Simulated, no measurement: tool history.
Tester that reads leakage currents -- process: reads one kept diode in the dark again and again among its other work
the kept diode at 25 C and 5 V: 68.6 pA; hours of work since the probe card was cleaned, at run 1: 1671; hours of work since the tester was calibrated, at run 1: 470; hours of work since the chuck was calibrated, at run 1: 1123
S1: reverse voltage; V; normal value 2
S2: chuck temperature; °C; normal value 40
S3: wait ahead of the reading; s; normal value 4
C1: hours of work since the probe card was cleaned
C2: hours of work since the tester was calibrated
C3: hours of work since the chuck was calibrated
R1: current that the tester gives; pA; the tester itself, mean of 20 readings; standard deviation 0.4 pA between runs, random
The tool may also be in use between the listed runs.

| run | hour | S1 | S2 | S3 | C1 | C2 | C3 | R1 |
|---|---|---|---|---|---|---|---|---|
| 1 | 0 | 2 | 40 | 4 | 1671 | 470 | 1123 | 129.23 |
| 2 | 38 | 2 | 40 | 4 | 1701 | 500 | 1154 | 129.23 |
| 3 | 72.2 | 2 | 40 | 4 | 1729 | 527 | 1181 | 128.73 |
| 4 | 113 | 2 | 40 | 4 | 1761 | 560 | 1214 | 128.74 |
| 5 | 156.4 | 2 | 40 | 4 | 1796 | 594 | 1248 | 129.17 |
| 6 | 199.6 | 2.68 | 40 | 4 | 1830 | 629 | 1283 | 148.18 |
| 7 | 233.7 | 4.53 | 40 | 4 | 1858 | 656 | 1310 | 189.95 |
|  | 238.6 | chuck's temperature calibrated |
| 8 | 260.5 | 1.84 | 40 | 9.99 | 1877 | 676 | 18 | 120.9 |
| 9 | 284.4 | 2.59 | 33 | 4 | 1896 | 695 | 37 | 86.37 |
| 10 | 306.2 | 2.59 | 33 | 4 | 1914 | 712 | 54 | 86.61 |
| 11 | 354.1 | 2.59 | 33 | 4 | 1952 | 751 | 92 | 86.79 |
| 12 | 386 | 10.42 | 59 | 1.67 | 1977 | 776 | 118 | 948.59 |
| 13 | 420.4 | 2.92 | 48 | 4 | 2005 | 803 | 145 | 255.55 |
| 14 | 466.6 | 2.92 | 48 | 4 | 2042 | 840 | 182 | 255.32 |

Here are 4 independent what-if runs from the current tool condition. What would each one return?
| A | 489.1 | 1.36 | 40 | 4 | 2060 | 858 | 200 | ? |
| B | 489.1 | 2.92 | 48 | 2.14 | 2060 | 858 | 200 | ? |
| C | 489.1 | 9.12 | 23 | 1.95 | 2060 | 858 | 200 | ? |
| D | 489.1 | 2.92 | 46 | 1.26 | 2060 | 858 | 200 | ? |

| run | R1 |
|---|---|
| A | 103.55 |
| B | 254.64 |
| C | 79.76 |
| D | 224.81 |
Stripped of hidden state, with their random variation kept, the same runs would have yielded:
| run | R1 |
|---|---|
| A | 111.79 |
| B | 274.13 |
| C | 78.42 |
| D | 241.89 |

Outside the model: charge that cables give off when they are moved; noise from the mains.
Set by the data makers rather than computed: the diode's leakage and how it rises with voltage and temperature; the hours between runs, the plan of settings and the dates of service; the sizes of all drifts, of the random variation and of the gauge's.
